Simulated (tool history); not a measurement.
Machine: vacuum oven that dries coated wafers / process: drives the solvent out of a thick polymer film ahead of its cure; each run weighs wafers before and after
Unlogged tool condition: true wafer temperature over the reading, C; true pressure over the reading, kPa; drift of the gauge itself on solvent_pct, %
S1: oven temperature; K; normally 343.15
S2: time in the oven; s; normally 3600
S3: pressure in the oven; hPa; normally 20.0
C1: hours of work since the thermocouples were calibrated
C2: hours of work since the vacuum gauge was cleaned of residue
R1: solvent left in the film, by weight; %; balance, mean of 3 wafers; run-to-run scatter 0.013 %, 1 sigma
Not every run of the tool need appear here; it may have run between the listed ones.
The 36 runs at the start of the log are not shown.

{"run": 37, "hour": 1591.8, "S1": 356.15, "S2": 6180, "S3": 43.5, "C1": 258, "C2": 1588, "R1": 0.68}
{"run": 38, "hour": 1639.8, "S1": 356.15, "S2": 6180, "S3": 43.5, "C1": 287, "C2": 1616, "R1": 0.73}
{"run": 39, "hour": 1689.2, "S1": 343.15, "S2": 2460, "S3": 20.0, "C1": 316, "C2": 1646, "R1": 2.04}
{"run": 40, "hour": 1755.2, "S1": 339.15, "S2": 2940, "S3": 19.1, "C1": 355, "C2": 1685, "R1": 2.15}
{"run": 41, "hour": 1783.0, "S1": 336.15, "S2": 2580, "S3": 45.6, "C1": 371, "C2": 1701, "R1": 4.03}
{"run": 42, "hour": 1829.4, "S1": 337.15, "S2": 4200, "S3": 18.6, "C1": 399, "C2": 1729, "R1": 1.44}
{"run": 43, "hour": 1897.2, "S1": 337.15, "S2": 4200, "S3": 18.6, "C1": 439, "C2": 1769, "R1": 1.47}
{"run": 44, "hour": 1933.8, "S1": 337.15, "S2": 3600, "S3": 54.2, "C1": 461, "C2": 1790, "R1": 2.97}
{"run": 45, "hour": 1964.4, "S1": 357.15, "S2": 3600, "S3": 41.0, "C1": 479, "C2": 1809, "R1": 0.67}
{"run": 46, "hour": 2004.0, "S1": 357.15, "S2": 3600, "S3": 41.0, "C1": 502, "C2": 1832, "R1": 0.67}
{"run": 47, "hour": 2046.8, "S1": 357.15, "S2": 3600, "S3": 41.0, "C1": 528, "C2": 1857, "R1": 0.67}

Alternative continuations, all from the tool just after run 47; predict every row:
{"run": "A", "hour": 2088.6, "S1": 343.15, "S2": 3240, "S3": 76.2, "C1": 553, "C2": 1882, "R1": "?"}
{"run": "B", "hour": 2088.6, "S1": 333.15, "S2": 3240, "S3": 69.6, "C1": 553, "C2": 1882, "R1": "?"}
{"run": "C", "hour": 2088.6, "S1": 343.15, "S2": 2880, "S3": 20.0, "C1": 553, "C2": 1882, "R1": "?"}
{"run": "D", "hour": 2088.6, "S1": 343.15, "S2": 3600, "S3": 38.3, "C1": 553, "C2": 1882, "R1": "?"}

run=A R1=2.68
run=B R1=4.78
run=C R1=1.54
run=D R1=1.55
Without the tool's hidden state the same runs would have given:
run=A R1=2.65
run=B R1=4.73
run=C R1=1.50
run=D R1=1.51

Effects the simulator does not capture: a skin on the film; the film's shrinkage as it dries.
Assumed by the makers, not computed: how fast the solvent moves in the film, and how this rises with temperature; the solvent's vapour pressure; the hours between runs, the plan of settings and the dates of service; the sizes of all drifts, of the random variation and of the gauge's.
